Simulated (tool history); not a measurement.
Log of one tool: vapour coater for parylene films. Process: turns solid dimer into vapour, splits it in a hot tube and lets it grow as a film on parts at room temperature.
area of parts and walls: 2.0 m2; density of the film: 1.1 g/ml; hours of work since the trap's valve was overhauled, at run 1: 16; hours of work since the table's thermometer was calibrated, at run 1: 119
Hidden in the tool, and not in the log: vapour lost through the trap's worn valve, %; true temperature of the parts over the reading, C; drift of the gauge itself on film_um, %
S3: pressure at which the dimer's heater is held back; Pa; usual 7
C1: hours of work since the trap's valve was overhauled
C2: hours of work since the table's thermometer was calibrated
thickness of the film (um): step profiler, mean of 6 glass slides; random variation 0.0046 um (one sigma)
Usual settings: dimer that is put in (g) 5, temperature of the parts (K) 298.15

run 1 day=0 | dimer_that_is_put_in_(g)=5 temperature_of_the_parts_(K)=298.15 S3=7 | C1=16 C2=119 | thickness_of_the_film_(um)=1.241
run 2 day=0.433 | dimer_that_is_put_in_(g)=5 temperature_of_the_parts_(K)=298.15 S3=7 | C1=23 C2=126 | thickness_of_the_film_(um)=1.243
run 3 day=0.975 | dimer_that_is_put_in_(g)=5 temperature_of_the_parts_(K)=298.15 S3=7 | C1=31 C2=134 | thickness_of_the_film_(um)=1.251
run 4 day=1.575 | dimer_that_is_put_in_(g)=5 temperature_of_the_parts_(K)=298.15 S3=7 | C1=40 C2=143 | thickness_of_the_film_(um)=1.245
run 5 day=2.058 | dimer_that_is_put_in_(g)=5 temperature_of_the_parts_(K)=298.15 S3=7 | C1=47 C2=150 | thickness_of_the_film_(um)=1.249
run 6 day=2.425 | dimer_that_is_put_in_(g)=5 temperature_of_the_parts_(K)=298.15 S3=7 | C1=52 C2=156 | thickness_of_the_film_(um)=1.237
run 7 day=2.85 | dimer_that_is_put_in_(g)=5 temperature_of_the_parts_(K)=298.15 S3=7 | C1=59 C2=162 | thickness_of_the_film_(um)=1.244
run 8 day=3.433 | dimer_that_is_put_in_(g)=5 temperature_of_the_parts_(K)=298.15 S3=7 | C1=68 C2=171 | thickness_of_the_film_(um)=1.242
run 9 day=3.871 | dimer_that_is_put_in_(g)=5 temperature_of_the_parts_(K)=298.15 S3=7 | C1=74 C2=177 | thickness_of_the_film_(um)=1.231
run 10 day=4.229 | dimer_that_is_put_in_(g)=5 temperature_of_the_parts_(K)=297.15 S3=7 | C1=80 C2=183 | thickness_of_the_film_(um)=1.276
run 11 day=4.929 | dimer_that_is_put_in_(g)=5 temperature_of_the_parts_(K)=298.15 S3=7 | C1=90 C2=193 | thickness_of_the_film_(um)=1.238
-- day=5.021 table's thermometer calibrated
run 12 day=5.583 | dimer_that_is_put_in_(g)=5 temperature_of_the_parts_(K)=298.15 S3=7 | C1=99 C2=8 | thickness_of_the_film_(um)=1.234
run 13 day=6.246 | dimer_that_is_put_in_(g)=3 temperature_of_the_parts_(K)=309.15 S3=7 | C1=109 C2=18 | thickness_of_the_film_(um)=0.513
run 14 day=6.825 | dimer_that_is_put_in_(g)=3 temperature_of_the_parts_(K)=309.15 S3=8.21 | C1=118 C2=27 | thickness_of_the_film_(um)=0.494
run 15 day=7.138 | dimer_that_is_put_in_(g)=5 temperature_of_the_parts_(K)=309.15 S3=8.21 | C1=123 C2=32 | thickness_of_the_film_(um)=0.822
-- day=7.538 table's thermometer calibrated, once more
run 16 day=7.729 | dimer_that_is_put_in_(g)=5 temperature_of_the_parts_(K)=309.15 S3=8.21 | C1=131 C2=3 | thickness_of_the_film_(um)=0.818
run 17 day=8.246 | dimer_that_is_put_in_(g)=5 temperature_of_the_parts_(K)=293.15 S3=4.37 | C1=139 C2=11 | thickness_of_the_film_(um)=1.631
run 18 day=8.571 | dimer_that_is_put_in_(g)=5 temperature_of_the_parts_(K)=293.15 S3=4.37 | C1=143 C2=16 | thickness_of_the_film_(um)=1.627
run 19 day=8.896 | dimer_that_is_put_in_(g)=5 temperature_of_the_parts_(K)=293.15 S3=4.37 | C1=148 C2=20 | thickness_of_the_film_(um)=1.62
run 20 day=9.321 | dimer_that_is_put_in_(g)=3 temperature_of_the_parts_(K)=303.15 S3=2.83 | C1=155 C2=27 | thickness_of_the_film_(um)=0.772
run 21 day=9.642 | dimer_that_is_put_in_(g)=4 temperature_of_the_parts_(K)=307.15 S3=2.29 | C1=160 C2=32 | thickness_of_the_film_(um)=0.954
run 22 day=10.217 | dimer_that_is_put_in_(g)=7 temperature_of_the_parts_(K)=299.15 S3=7 | C1=168 C2=40 | thickness_of_the_film_(um)=1.655
run 23 day=10.767 | dimer_that_is_put_in_(g)=7 temperature_of_the_parts_(K)=299.15 S3=7 | C1=176 C2=49 | thickness_of_the_film_(um)=1.655

Forecast each of these 5 alternatives for the next run:
run A day=11.192 | dimer_that_is_put_in_(g)=5 temperature_of_the_parts_(K)=298.15 S3=8.6 | C1=183 C2=55 | thickness_of_the_film_(um)=?
run B day=11.192 | dimer_that_is_put_in_(g)=6 temperature_of_the_parts_(K)=297.15 S3=7 | C1=183 C2=55 | thickness_of_the_film_(um)=?
run C day=11.192 | dimer_that_is_put_in_(g)=3 temperature_of_the_parts_(K)=299.15 S3=4.43 | C1=183 C2=55 | thickness_of_the_film_(um)=?
run D day=11.192 | dimer_that_is_put_in_(g)=6 temperature_of_the_parts_(K)=299.15 S3=11.65 | C1=183 C2=55 | thickness_of_the_film_(um)=?
run E day=11.192 | dimer_that_is_put_in_(g)=2 temperature_of_the_parts_(K)=299.15 S3=7 | C1=183 C2=55 | thickness_of_the_film_(um)=?

run=A thickness_of_the_film_(um)=1.158
run=B thickness_of_the_film_(um)=1.513
run=C thickness_of_the_film_(um)=0.794
run=D thickness_of_the_film_(um)=1.259
run=E thickness_of_the_film_(um)=0.469
Without the tool's hidden state the same runs would have given:
run=A thickness_of_the_film_(um)=1.185
run=B thickness_of_the_film_(um)=1.548
run=C thickness_of_the_film_(um)=0.813
run=D thickness_of_the_film_(um)=1.289
run=E thickness_of_the_film_(um)=0.481
